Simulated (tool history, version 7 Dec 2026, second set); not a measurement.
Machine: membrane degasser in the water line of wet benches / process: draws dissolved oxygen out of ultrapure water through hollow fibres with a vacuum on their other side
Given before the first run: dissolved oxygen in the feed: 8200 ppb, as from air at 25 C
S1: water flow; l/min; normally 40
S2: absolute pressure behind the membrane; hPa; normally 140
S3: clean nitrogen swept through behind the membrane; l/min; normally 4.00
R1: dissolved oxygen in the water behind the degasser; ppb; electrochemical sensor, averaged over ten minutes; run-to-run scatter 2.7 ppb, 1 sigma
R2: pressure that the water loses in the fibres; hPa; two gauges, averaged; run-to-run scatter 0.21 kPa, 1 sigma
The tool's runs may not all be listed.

run    hour  S1   S2    S3     R1     R2
  1     0.0  40  140  4.00  268.5  492.2
  2   222.0  40  140  4.00  267.0  490.9
  3   407.9  32  140  4.00  210.8  396.3
  4   642.3  32   96  4.00  127.2  391.4
  5   878.8  32  138  4.00  206.3  393.8
  6  1077.3  32  138  3.47  230.5  394.0
  7  1266.6  32  138  3.47  232.5  394.4
  8  1450.6  40  276  4.00  566.1  491.6
  9  1569.3  40  276  4.00  551.0  493.4
 10  1763.5  40  276  4.00  560.4  490.7
 11  1993.1  35  140  4.00  229.8  434.5
 12  2124.1  35  140  4.00  229.7  430.3
 13  2281.1  40  140  7.16  167.4  493.0
 14  2381.3  25  140  4.00  162.3  305.8
 15  2605.2  25  140  4.00  158.9  305.8
 16  2732.4  25  152  5.05  145.5  306.4
 17  2896.5  53  140  8.50  231.7  651.2
 18  3111.5  53  259  8.82  383.3  651.2
     3132.1  -- seals of the vacuum lines changed
 19  3275.8  36  119  6.29  131.9  442.4
 20  3479.7  40  140  9.29  135.1  490.6
 21  3585.2  40  140  1.66  557.5  493.7
 22  3794.1  26  140  4.00  170.1  320.4
 23  3933.7  53  140  6.22  281.0  649.8
 24  4127.8  59  140  8.47  283.6  725.5
 25  4315.5  59  140  8.47  275.3  724.5
 26  4508.0  25  229  7.97  152.5  304.4
 27  4744.4  38  155  3.34  335.4  469.3
     4797.8  -- vacuum gauge calibrated
 28  4929.8  38  155  3.34  335.1  465.0
 29  5083.6  46  283  3.65  706.7  569.5

4 ways to go on from here, each from the tool as it stands after run 29. What would each give?
  A  5259.2  40  140  1.91   ?   ?
  B  5259.2  36  286  6.73   ?   ?
  C  5259.2  38  283  8.38   ?   ?
  D  5259.2  35  121  3.58   ?   ?

run     R1     R2
  A  498.6  493.6
  B  329.4  441.2
  C  285.1  470.2
  D  210.2  429.3
The same runs, with their run-to-run variation unchanged, on a tool lacking any hidden condition would have given:
run     R1     R2
  A  498.4  492.8
  B  329.2  440.5
  C  284.9  469.4
  D  210.0  428.6

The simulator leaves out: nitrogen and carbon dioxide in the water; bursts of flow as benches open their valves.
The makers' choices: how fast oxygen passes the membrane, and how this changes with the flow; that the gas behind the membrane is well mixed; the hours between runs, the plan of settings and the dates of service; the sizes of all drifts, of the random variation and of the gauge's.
